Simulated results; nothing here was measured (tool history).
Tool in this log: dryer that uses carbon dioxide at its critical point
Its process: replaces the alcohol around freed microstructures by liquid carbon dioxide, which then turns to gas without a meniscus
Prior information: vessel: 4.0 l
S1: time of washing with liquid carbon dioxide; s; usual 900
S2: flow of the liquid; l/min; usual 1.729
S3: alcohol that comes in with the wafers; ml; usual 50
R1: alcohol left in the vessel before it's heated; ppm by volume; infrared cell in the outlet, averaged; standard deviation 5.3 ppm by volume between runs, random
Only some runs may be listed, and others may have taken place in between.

run,hour,S1,S2,S3,R1
1,0.0,900,1.729,50,171
2,38.6,660,1.729,50,472
3,56.2,900,1.729,50,183
4,86.8,900,1.729,50,186
5,110.1,900,1.729,50,189
6,139.8,900,1.729,50,196
7,158.1,900,1.729,50,197
8,184.3,900,1.729,50,201
9,220.5,900,1.729,50,216
10,259.0,900,1.729,50,230

Forecast run 11:
11,292.8,960,1.480,32,?

{"run 11": {"R1": 220}}
Had the tool carried no hidden state, the very same run would have given R1 116 ppm by volume.
